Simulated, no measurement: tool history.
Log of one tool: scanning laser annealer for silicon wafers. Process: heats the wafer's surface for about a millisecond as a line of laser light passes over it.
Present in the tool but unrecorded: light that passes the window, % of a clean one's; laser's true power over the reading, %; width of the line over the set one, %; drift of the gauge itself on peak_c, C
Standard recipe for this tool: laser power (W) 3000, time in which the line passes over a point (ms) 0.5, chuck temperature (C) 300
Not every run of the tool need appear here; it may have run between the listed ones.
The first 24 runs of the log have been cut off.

run	hour	laser power (W)	time in which the line passes over a point (ms)	chuck temperature (C)	hours of work since the window was cleaned	hours of work since the power meter was calibrated	hours of work since the optics were aligned	highest temperature of the surface (C)
25	330.9	3000	0.439	317	16	567	27	1047
26	346.2	3000	0.442	335	25	576	36	1066
27	360.7	3000	0.442	335	33	584	45	1065
28	373.8	3000	0.442	335	41	592	52	1064
29	384.3	3000	0.487	286	47	598	58	1049
30	404	3000	0.487	286	58	609	70	1044
31	414.2	3000	0.487	286	64	615	76	1043
32	425.5	3000	0.487	286	70	622	82	1044
33	438.2	3000	0.392	300	78	629	89	993
34	452	2736	0.5	300	86	637	97	1004
35	464.9	2736	0.5	300	93	645	105	999
36	484.3	2736	0.5	300	105	656	116	998
37	494.9	2736	0.5	300	111	662	122	999
38	514.8	2626	0.5	300	122	674	134	972
39	529.2	2626	0.5	300	131	682	142	967
40	538.8	3097	0.479	335	136	688	148	1105

5 ways to go on from here, each from the tool as it stands after run 40. What would each give?
A	557.6	2557	0.5	318	147	698	159	?
B	557.6	3000	0.434	300	147	698	159	?
C	557.6	3097	0.445	335	147	698	159	?
D	557.6	2970	0.5	300	147	698	159	?
E	557.6	3000	0.5	286	147	698	159	?

run	highest temperature of the surface (C)
A	967
B	1015
C	1085
D	1057
E	1049
Take away the tool's hidden state, keep each run's random variation, and the runs would have read:
run	highest temperature of the surface (C)
A	975
B	1024
C	1094
D	1067
E	1059
